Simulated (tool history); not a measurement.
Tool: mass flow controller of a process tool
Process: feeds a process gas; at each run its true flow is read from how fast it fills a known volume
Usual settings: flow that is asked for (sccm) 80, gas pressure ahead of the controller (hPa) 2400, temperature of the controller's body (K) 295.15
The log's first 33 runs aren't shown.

run     hour  flow that is asked for (sccm)  gas pressure ahead of the controller (hPa)  temperature of the controller's body (K)  true flow (%)
 34  13459.5                             12                                        2060                                    295.15          97.39
 35  13945.8                             21                                        1650                                    295.15          97.18
 36  14177.8                             21                                        1650                                    295.15          97.29
 37  14589.1                             21                                        1650                                    295.15          97.20
 38  15076.2                             20                                        2470                                    297.15          97.44
 39  15341.1                             80                                        2400                                    306.15          98.57
 40  15600.2                             80                                        2400                                    301.15          98.10
     15731.5  -- gauge calibrated
 41  15859.7                             80                                        2400                                    294.15          99.54
 42  16326.7                             52                                        1460                                    311.15         101.05
 43  16659.3                             11                                        2110                                    294.15          99.09
 44  16969.3                             15                                        1770                                    295.15          99.01
 45  17402.7                             15                                        1770                                    307.15         100.38
 46  17728.3                             15                                        1770                                    307.15         100.39
 47  18179.0                             11                                        1840                                    306.15         100.22

Forecast each of these 3 alternatives for the next run:
  A  18682.0                             65                                        1530                                    296.15              ?
  B  18682.0                             50                                        2240                                    295.15              ?
  C  18682.0                             36                                        1840                                    306.15              ?

run  true flow (%)
  A          99.17
  B          99.21
  C         100.18
Without the tool's hidden state the same runs would have given:
run  true flow (%)
  A          99.60
  B          99.64
  C         100.61
